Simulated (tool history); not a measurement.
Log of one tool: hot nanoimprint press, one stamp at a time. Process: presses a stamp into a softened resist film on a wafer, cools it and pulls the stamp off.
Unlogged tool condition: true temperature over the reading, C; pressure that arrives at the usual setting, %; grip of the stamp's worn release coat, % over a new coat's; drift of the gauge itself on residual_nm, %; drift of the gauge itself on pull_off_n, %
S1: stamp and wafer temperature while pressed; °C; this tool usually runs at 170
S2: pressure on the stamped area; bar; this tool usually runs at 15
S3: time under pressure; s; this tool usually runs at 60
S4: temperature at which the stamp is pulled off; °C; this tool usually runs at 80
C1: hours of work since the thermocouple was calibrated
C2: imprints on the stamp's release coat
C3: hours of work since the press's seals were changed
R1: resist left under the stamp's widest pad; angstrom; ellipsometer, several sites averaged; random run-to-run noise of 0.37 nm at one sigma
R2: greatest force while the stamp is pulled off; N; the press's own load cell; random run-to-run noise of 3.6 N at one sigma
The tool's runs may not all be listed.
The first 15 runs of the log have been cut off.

Run 16, day 14.004: usual settings but S1 158 °C, S2 16.1 bar, S3 100 s, S4 86 °C; C1 138; C2 540; C3 589. Result: R1 1404 angstrom, R2 235 N.
Run 17, day 14.892: usual settings but S1 168 °C, S2 9.3 bar, S3 35 s, S4 75 °C; C1 148; C2 606; C3 600. Result: R1 1432 angstrom, R2 281 N.
Run 18, day 15.483: usual settings but S1 176 °C, S2 17.3 bar, S3 36 s, S4 81 °C; C1 156; C2 650; C3 607. Result: R1 729 angstrom, R2 265 N.
Run 19, day 16.067: usual settings but S1 176 °C, S2 17.3 bar, S3 36 s, S4 81 °C; C1 163; C2 693; C3 614. Result: R1 732 angstrom, R2 264 N.
Run 20, day 17.058: usual settings but S2 20.1 bar, S4 75 °C; C1 175; C2 767; C3 626. Result: R1 782 angstrom, R2 278 N.
Run 21, day 18.279: usual settings but S3 56 s; C1 189; C2 858; C3 641. Result: R1 919 angstrom, R2 277 N.
At day 19.017: stamp cleaned and given a new release coat.
Run 22, day 19.525: usual settings but S3 42 s, S4 71 °C; C1 201; C2 37; C3 653. Result: R1 1007 angstrom, R2 253 N.
Run 23, day 20.604: usual settings but S3 104 s, S4 75 °C; C1 215; C2 118; C3 666. Result: R1 736 angstrom, R2 252 N.
Run 24, day 21.117: usual settings but S3 104 s, S4 75 °C; C1 221; C2 156; C3 672. Result: R1 736 angstrom, R2 251 N.
Run 25, day 22.096: usual settings but S3 42 s; C1 233; C2 229; C3 684. Result: R1 1019 angstrom, R2 244 N.
Run 26, day 23.238: usual settings but S3 43 s, S4 65 °C; C1 246; C2 313; C3 698. Result: R1 995 angstrom, R2 284 N.
Run 27, day 24.017: usual settings but S1 172 °C, S3 98 s, S4 70 °C; C1 256; C2 371; C3 707. Result: R1 663 angstrom, R2 277 N.
Run 28, day 25.058: usual settings but S3 78 s, S4 68 °C; C1 268; C2 448; C3 720. Result: R1 809 angstrom, R2 287 N.
Run 29, day 25.642: usual settings but S2 15.9 bar, S4 76 °C; C1 275; C2 492; C3 727. Result: R1 855 angstrom, R2 271 N.
Run 30, day 26.517: usual settings but S2 15.9 bar, S4 76 °C; C1 286; C2 557; C3 737. Result: R1 858 angstrom, R2 276 N.

Below are 3 alternative next runs, each starting from the tool's condition after run 30. Predict each:
At day 26.954: plate thermocouple calibrated.
Run A, day 27.604: usual settings but S1 166 °C, S2 20.3 bar, S3 31 s; C1 8; C2 628; C3 749. Result: R1 ?, R2 ?.
At day 26.954: plate thermocouple calibrated.
Run B, day 27.604: usual settings but S1 169 °C; C1 8; C2 628; C3 749. Result: R1 ?, R2 ?.
At day 26.954: plate thermocouple calibrated.
Run C, day 27.604: usual settings but S3 53 s, S4 81 °C; C1 8; C2 628; C3 749. Result: R1 ?, R2 ?.

run    R1   R2
  A  1255  268
  B  1018  267
  C  1001  259
What these runs would have given with no unlogged condition in the tool:
run    R1   R2
  A  1221  231
  B   992  230
  C   975  223
